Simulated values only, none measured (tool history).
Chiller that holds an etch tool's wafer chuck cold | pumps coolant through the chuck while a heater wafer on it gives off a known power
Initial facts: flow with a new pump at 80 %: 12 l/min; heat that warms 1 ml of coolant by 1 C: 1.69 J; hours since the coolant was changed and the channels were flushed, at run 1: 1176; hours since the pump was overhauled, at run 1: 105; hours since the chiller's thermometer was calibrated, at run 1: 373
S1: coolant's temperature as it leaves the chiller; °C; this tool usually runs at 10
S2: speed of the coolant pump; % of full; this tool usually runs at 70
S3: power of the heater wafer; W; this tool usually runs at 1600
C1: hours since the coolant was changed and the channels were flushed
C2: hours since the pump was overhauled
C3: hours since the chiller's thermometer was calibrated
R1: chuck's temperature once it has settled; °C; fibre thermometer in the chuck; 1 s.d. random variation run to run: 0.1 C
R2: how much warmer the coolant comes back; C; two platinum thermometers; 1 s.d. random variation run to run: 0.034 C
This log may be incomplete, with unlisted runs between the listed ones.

{"run": 1, "hour": 0.0, "S1": 10, "S2": 70, "S3": 1600, "C1": 1176, "C2": 105, "C3": 373, "R1": 25.3, "R2": 5.56}
{"run": 2, "hour": 31.4, "S1": 10, "S2": 70, "S3": 1600, "C1": 1207, "C2": 136, "C3": 404, "R1": 25.4, "R2": 5.43}
{"run": 3, "hour": 90.9, "S1": 10, "S2": 70, "S3": 1600, "C1": 1267, "C2": 196, "C3": 464, "R1": 25.4, "R2": 5.49}
{"run": 4, "hour": 152.6, "S1": 10, "S2": 70, "S3": 2121, "C1": 1329, "C2": 257, "C3": 525, "R1": 30.2, "R2": 7.24}
{"run": 5, "hour": 192.9, "S1": 10, "S2": 70, "S3": 2121, "C1": 1369, "C2": 298, "C3": 566, "R1": 30.5, "R2": 7.23}
{"run": 6, "hour": 255.1, "S1": 10, "S2": 70, "S3": 2121, "C1": 1431, "C2": 360, "C3": 628, "R1": 30.3, "R2": 7.15}
{"run": 7, "hour": 309.8, "S1": 10, "S2": 70, "S3": 2121, "C1": 1486, "C2": 415, "C3": 682, "R1": 30.2, "R2": 7.25}
{"run": 8, "hour": 371.3, "S1": 10, "S2": 70, "S3": 1184, "C1": 1547, "C2": 476, "C3": 744, "R1": 21.3, "R2": 3.94}
{"run": 9, "hour": 417.8, "S1": 20, "S2": 70, "S3": 1184, "C1": 1594, "C2": 523, "C3": 790, "R1": 31.3, "R2": 3.91}
{"run": 10, "hour": 477.4, "S1": 20, "S2": 70, "S3": 1184, "C1": 1653, "C2": 582, "C3": 850, "R1": 31.3, "R2": 3.88}
{"run": 11, "hour": 526.6, "S1": 12, "S2": 70, "S3": 1600, "C1": 1703, "C2": 632, "C3": 899, "R1": 27.3, "R2": 5.32}
{"run": 12, "hour": 578.3, "S1": 12, "S2": 70, "S3": 1600, "C1": 1754, "C2": 683, "C3": 951, "R1": 27.4, "R2": 5.24}
{"run": 13, "hour": 642.7, "S1": 10, "S2": 80, "S3": 1600, "C1": 1819, "C2": 748, "C3": 1015, "R1": 23.3, "R2": 4.53}
{"run": 14, "hour": 675.2, "S1": 19, "S2": 80, "S3": 1600, "C1": 1851, "C2": 780, "C3": 1048, "R1": 32.4, "R2": 4.51}
{"run": 15, "hour": 741.9, "S1": 10, "S2": 83, "S3": 1600, "C1": 1918, "C2": 847, "C3": 1115, "R1": 22.7, "R2": 4.23}
{"run": 16, "hour": 802.2, "S1": 10, "S2": 70, "S3": 1600, "C1": 1978, "C2": 907, "C3": 1175, "R1": 25.2, "R2": 5.24}
{"run": 17, "hour": 834.9, "S1": 14, "S2": 70, "S3": 1068, "C1": 2011, "C2": 940, "C3": 1208, "R1": 24.1, "R2": 3.38}
{"run": 18, "hour": 899.4, "S1": 10, "S2": 89, "S3": 1066, "C1": 2075, "C2": 1004, "C3": 1272, "R1": 18.1, "R2": 2.45}
{"run": 19, "hour": 938.5, "S1": 18, "S2": 81, "S3": 2379, "C1": 2114, "C2": 1043, "C3": 1311, "R1": 37.8, "R2": 6.58}
{"run": 20, "hour": 988.0, "S1": 18, "S2": 81, "S3": 2379, "C1": 2164, "C2": 1093, "C3": 1361, "R1": 37.7, "R2": 6.5}
{"run": 21, "hour": 1039.0, "S1": 18, "S2": 81, "S3": 2379, "C1": 2215, "C2": 1144, "C3": 1412, "R1": 37.5, "R2": 6.53}
{"run": 22, "hour": 1093.6, "S1": 18, "S2": 81, "S3": 2379, "C1": 2270, "C2": 1198, "C3": 1466, "R1": 37.7, "R2": 6.59}
{"run": 23, "hour": 1121.4, "S1": 19, "S2": 81, "S3": 2379, "C1": 2297, "C2": 1226, "C3": 1494, "R1": 38.7, "R2": 6.49}
{"run": 24, "hour": 1170.5, "S1": 19, "S2": 70, "S3": 1094, "C1": 2346, "C2": 1275, "C3": 1543, "R1": 29.4, "R2": 3.35}
{"hour": 1215.0, "done": "gauge calibrated"}
{"run": 25, "hour": 1230.9, "S1": 19, "S2": 70, "S3": 1094, "C1": 2407, "C2": 1336, "C3": 1604, "R1": 29.5, "R2": 3.81}
{"run": 26, "hour": 1267.1, "S1": 19, "S2": 70, "S3": 1094, "C1": 2443, "C2": 1372, "C3": 1640, "R1": 29.5, "R2": 3.78}
{"run": 27, "hour": 1300.2, "S1": 13, "S2": 100, "S3": 1516, "C1": 2476, "C2": 1405, "C3": 1673, "R1": 23.3, "R2": 3.45}
{"run": 28, "hour": 1330.1, "S1": 12, "S2": 77, "S3": 1778, "C1": 2506, "C2": 1435, "C3": 1703, "R1": 27.5, "R2": 5.38}
{"run": 29, "hour": 1390.3, "S1": 12, "S2": 70, "S3": 1149, "C1": 2566, "C2": 1495, "C3": 1763, "R1": 22.9, "R2": 3.93}
{"run": 30, "hour": 1457.0, "S1": 15, "S2": 67, "S3": 2046, "C1": 2633, "C2": 1562, "C3": 1830, "R1": 35.4, "R2": 7.34}
{"run": 31, "hour": 1518.5, "S1": 15, "S2": 67, "S3": 2046, "C1": 2694, "C2": 1623, "C3": 1891, "R1": 35.5, "R2": 7.25}

Forecast each of these 3 alternatives for the next run:
{"run": "A", "hour": 1550.1, "S1": 10, "S2": 81, "S3": 1600, "C1": 2726, "C2": 1655, "C3": 1923, "R1": "?", "R2": "?"}
{"run": "B", "hour": 1550.1, "S1": 10, "S2": 96, "S3": 1243, "C1": 2726, "C2": 1655, "C3": 1923, "R1": "?", "R2": "?"}
{"run": "C", "hour": 1550.1, "S1": 10, "S2": 82, "S3": 1279, "C1": 2726, "C2": 1655, "C3": 1923, "R1": "?", "R2": "?"}

run=A R1=23.3 R2=4.49
run=B R1=18.8 R2=2.89
run=C R1=20.3 R2=3.51
Without the tool's hidden state the same runs would have given:
run=A R1=23.3 R2=4.62
run=B R1=18.8 R2=3.02
run=C R1=20.3 R2=3.64
